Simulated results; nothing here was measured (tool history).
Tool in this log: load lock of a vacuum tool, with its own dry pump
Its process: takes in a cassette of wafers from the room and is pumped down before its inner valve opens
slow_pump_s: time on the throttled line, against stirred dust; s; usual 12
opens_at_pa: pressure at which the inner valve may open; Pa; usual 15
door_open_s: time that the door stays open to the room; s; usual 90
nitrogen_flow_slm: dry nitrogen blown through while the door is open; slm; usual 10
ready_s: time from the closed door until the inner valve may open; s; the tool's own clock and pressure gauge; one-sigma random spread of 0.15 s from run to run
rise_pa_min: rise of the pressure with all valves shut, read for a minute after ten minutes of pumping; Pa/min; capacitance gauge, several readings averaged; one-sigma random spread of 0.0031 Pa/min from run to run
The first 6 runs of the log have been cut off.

run,day,slow_pump_s,opens_at_pa,door_open_s,nitrogen_flow_slm,"incoming humidity of the room's air, %",ready_s,rise_pa_min
7,28.246,12,15,90,10,49.5,19.9,0.083
8,31.542,12,15,90,10,44.1,19.9,0.063
9,36.600,12,15,90,10,46.7,19.9,0.076
10,40.308,12,15,90,10,45.4,20.2,0.078
11,46.429,12,15,90,10,44.8,20.0,0.084
12,50.021,12,15,73,10,47.1,20.1,0.072
13,54.779,12,15,73,10,44.2,20.0,0.065
14,60.779,12,15,28,10,40.7,20.0,0.048
15,63.704,12,15,28,10,45.4,20.0,0.056
16,68.300,12,17,28,10,40.2,19.7,0.046
17,72.333,12,17,28,10,44.7,19.8,0.057
18,75.092,12,17,28,10,50.3,19.7,0.061
19,80.254,12,17,28,10,43.6,19.7,0.060
20,83.233,9,15,90,10,45.4,17.5,0.093
21,88.796,9,15,90,10,45.8,17.8,0.101
22,93.475,9,15,90,10,48.1,17.7,0.105
23,97.688,9,15,90,10,44.2,17.9,0.106
24,100.821,7,17,224,13,48.8,15.9,0.167
25,106.717,8,20,47,5,46.0,16.7,0.096
26,112.446,14,15,153,11,42.6,21.5,0.143
27,118.621,13,12,139,20,41.3,21.3,0.120

Run 28 is up next; what results do you expect?
28,124.908,13,15,139,20,45.9,?,?

Run 28 measured ready_s 21.1 s, rise_pa_min 0.142 Pa/min.
Take away the tool's hidden state, keep the run-to-run variation as it was, and the same run would have given ready_s 20.8 s, rise_pa_min 0.075 Pa/min.
